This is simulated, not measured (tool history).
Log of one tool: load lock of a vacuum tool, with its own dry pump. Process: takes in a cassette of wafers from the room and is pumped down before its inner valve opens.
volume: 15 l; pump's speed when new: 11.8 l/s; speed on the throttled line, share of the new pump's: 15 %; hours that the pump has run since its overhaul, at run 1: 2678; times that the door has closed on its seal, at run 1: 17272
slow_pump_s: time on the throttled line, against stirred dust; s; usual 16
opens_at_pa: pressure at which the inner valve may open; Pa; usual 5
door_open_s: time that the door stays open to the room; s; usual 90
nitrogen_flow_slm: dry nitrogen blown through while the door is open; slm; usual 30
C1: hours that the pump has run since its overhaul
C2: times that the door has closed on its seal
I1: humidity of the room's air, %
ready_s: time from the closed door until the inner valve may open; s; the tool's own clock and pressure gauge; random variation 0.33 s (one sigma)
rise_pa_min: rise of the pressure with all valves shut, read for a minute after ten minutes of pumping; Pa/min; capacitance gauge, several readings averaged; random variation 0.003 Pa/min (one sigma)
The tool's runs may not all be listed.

run 1 day=0.000 | slow_pump_s=16 opens_at_pa=5 door_open_s=90 nitrogen_flow_slm=30 | C1=2678 C2=17272 | I1=45.6 | ready_s=27.3 rise_pa_min=0.089
run 2 day=19.362 | slow_pump_s=16 opens_at_pa=5 door_open_s=90 nitrogen_flow_slm=30 | C1=3143 C2=18579 | I1=45.8 | ready_s=27.3 rise_pa_min=0.093
run 3 day=36.588 | slow_pump_s=16 opens_at_pa=5 door_open_s=90 nitrogen_flow_slm=30 | C1=3557 C2=19742 | I1=47.3 | ready_s=27.3 rise_pa_min=0.096
run 4 day=50.612 | slow_pump_s=16 opens_at_pa=5 door_open_s=90 nitrogen_flow_slm=30 | C1=3893 C2=20689 | I1=43.5 | ready_s=27.7 rise_pa_min=0.099
run 5 day=60.975 | slow_pump_s=16 opens_at_pa=5 door_open_s=90 nitrogen_flow_slm=30 | C1=4142 C2=21389 | I1=44.0 | ready_s=27.4 rise_pa_min=0.102
run 6 day=77.917 | slow_pump_s=16 opens_at_pa=5 door_open_s=90 nitrogen_flow_slm=30 | C1=4548 C2=22532 | I1=45.7 | ready_s=28.0 rise_pa_min=0.107
run 7 day=98.158 | slow_pump_s=24 opens_at_pa=5 door_open_s=90 nitrogen_flow_slm=30 | C1=5034 C2=23899 | I1=48.0 | ready_s=34.6 rise_pa_min=0.113
run 8 day=121.567 | slow_pump_s=16 opens_at_pa=5 door_open_s=90 nitrogen_flow_slm=4 | C1=5596 C2=25480 | I1=46.2 | ready_s=28.1 rise_pa_min=0.157
run 9 day=144.838 | slow_pump_s=16 opens_at_pa=5 door_open_s=90 nitrogen_flow_slm=30 | C1=6155 C2=27051 | I1=43.6 | ready_s=28.8 rise_pa_min=0.126
run 10 day=160.933 | slow_pump_s=16 opens_at_pa=5 door_open_s=90 nitrogen_flow_slm=30 | C1=6541 C2=28138 | I1=47.8 | ready_s=28.4 rise_pa_min=0.138
run 11 day=182.279 | slow_pump_s=14 opens_at_pa=7 door_open_s=66 nitrogen_flow_slm=18 | C1=7053 C2=29579 | I1=45.0 | ready_s=26.4 rise_pa_min=0.148
run 12 day=201.692 | slow_pump_s=22 opens_at_pa=5 door_open_s=90 nitrogen_flow_slm=38 | C1=7519 C2=30890 | I1=44.0 | ready_s=34.5 rise_pa_min=0.149
run 13 day=218.571 | slow_pump_s=22 opens_at_pa=5 door_open_s=90 nitrogen_flow_slm=12 | C1=7924 C2=32029 | I1=45.4 | ready_s=33.9 rise_pa_min=0.177
run 14 day=238.329 | slow_pump_s=14 opens_at_pa=7 door_open_s=57 nitrogen_flow_slm=5 | C1=8398 C2=33364 | I1=45.7 | ready_s=27.3 rise_pa_min=0.181
run 15 day=260.729 | slow_pump_s=16 opens_at_pa=8 door_open_s=31 nitrogen_flow_slm=30 | C1=8936 C2=34876 | I1=47.4 | ready_s=29.7 rise_pa_min=0.168
-- day=273.904 dry pump taken out, an overhauled one fitted
run 16 day=281.079 | slow_pump_s=27 opens_at_pa=5 door_open_s=90 nitrogen_flow_slm=30 | C1=172 C2=36233 | I1=41.2 | ready_s=36.4 rise_pa_min=0.186
run 17 day=292.933 | slow_pump_s=17 opens_at_pa=5 door_open_s=156 nitrogen_flow_slm=30 | C1=457 C2=37034 | I1=48.3 | ready_s=27.3 rise_pa_min=0.209
run 18 day=313.350 | slow_pump_s=17 opens_at_pa=5 door_open_s=156 nitrogen_flow_slm=30 | C1=947 C2=38412 | I1=43.6 | ready_s=28.0 rise_pa_min=0.208

Forecast each of these 4 alternatives for the next run:
run A day=328.629 | slow_pump_s=17 opens_at_pa=9 door_open_s=156 nitrogen_flow_slm=33 | C1=1313 C2=39444 | I1=44.3 | ready_s=? rise_pa_min=?
run B day=328.629 | slow_pump_s=14 opens_at_pa=5 door_open_s=156 nitrogen_flow_slm=30 | C1=1313 C2=39444 | I1=45.4 | ready_s=? rise_pa_min=?
run C day=328.629 | slow_pump_s=10 opens_at_pa=5 door_open_s=57 nitrogen_flow_slm=30 | C1=1313 C2=39444 | I1=42.2 | ready_s=? rise_pa_min=?
run D day=328.629 | slow_pump_s=15 opens_at_pa=5 door_open_s=90 nitrogen_flow_slm=30 | C1=1313 C2=39444 | I1=47.2 | ready_s=? rise_pa_min=?

run=A ready_s=26.6 rise_pa_min=0.216
run=B ready_s=25.3 rise_pa_min=0.224
run=C ready_s=22.2 rise_pa_min=0.198
run=D ready_s=26.4 rise_pa_min=0.214
Without the tool's hidden state the same runs would have given:
run=A ready_s=26.0 rise_pa_min=0.046
run=B ready_s=24.7 rise_pa_min=0.055
run=C ready_s=21.6 rise_pa_min=0.027
run=D ready_s=25.7 rise_pa_min=0.045
